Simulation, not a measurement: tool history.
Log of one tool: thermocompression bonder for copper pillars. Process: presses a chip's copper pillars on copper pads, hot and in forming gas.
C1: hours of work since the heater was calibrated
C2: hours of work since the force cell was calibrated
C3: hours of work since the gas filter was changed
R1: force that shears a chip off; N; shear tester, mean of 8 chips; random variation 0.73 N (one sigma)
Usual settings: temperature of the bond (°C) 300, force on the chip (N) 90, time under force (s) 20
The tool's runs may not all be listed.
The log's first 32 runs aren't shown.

{"run": 33, "hour": 218.7, "temperature of the bond (°C)": 294, "force on the chip (N)": 97, "time under force (s)": 18, "C1": 73, "C2": 248, "C3": 237, "R1": 47.2}
{"run": 34, "hour": 226.6, "temperature of the bond (°C)": 300, "force on the chip (N)": 64, "time under force (s)": 14, "C1": 77, "C2": 252, "C3": 241, "R1": 27.4}
{"run": 35, "hour": 235.4, "temperature of the bond (°C)": 312, "force on the chip (N)": 64, "time under force (s)": 11, "C1": 83, "C2": 258, "C3": 247, "R1": 29.4}
{"run": 36, "hour": 240.4, "temperature of the bond (°C)": 278, "force on the chip (N)": 58, "time under force (s)": 13, "C1": 86, "C2": 261, "C3": 250, "R1": 15.7}
{"run": 37, "hour": 248.1, "temperature of the bond (°C)": 274, "force on the chip (N)": 58, "time under force (s)": 47, "C1": 90, "C2": 265, "C3": 254, "R1": 26.4}
{"run": 38, "hour": 256.2, "temperature of the bond (°C)": 294, "force on the chip (N)": 90, "time under force (s)": 20, "C1": 95, "C2": 270, "C3": 259, "R1": 45.1}
{"run": 39, "hour": 265.4, "temperature of the bond (°C)": 294, "force on the chip (N)": 90, "time under force (s)": 20, "C1": 100, "C2": 275, "C3": 264, "R1": 43.6}
{"run": 40, "hour": 270.6, "temperature of the bond (°C)": 294, "force on the chip (N)": 90, "time under force (s)": 20, "C1": 103, "C2": 278, "C3": 267, "R1": 44.7}
{"run": 41, "hour": 276.3, "temperature of the bond (°C)": 294, "force on the chip (N)": 90, "time under force (s)": 20, "C1": 107, "C2": 282, "C3": 271, "R1": 43.5}

Forecast each of these 3 alternatives for the next run:
{"run": "A", "hour": 280.5, "temperature of the bond (°C)": 322, "force on the chip (N)": 82, "time under force (s)": 20, "C1": 109, "C2": 284, "C3": 273, "R1": "?"}
{"run": "B", "hour": 280.5, "temperature of the bond (°C)": 322, "force on the chip (N)": 90, "time under force (s)": 20, "C1": 109, "C2": 284, "C3": 273, "R1": "?"}
{"run": "C", "hour": 280.5, "temperature of the bond (°C)": 294, "force on the chip (N)": 90, "time under force (s)": 57, "C1": 109, "C2": 284, "C3": 273, "R1": "?"}

run=A R1=58.8
run=B R1=64.6
run=C R1=66.4
Without the tool's hidden state the same runs would have given:
run=A R1=64.9
run=B R1=71.3
run=C R1=73.4
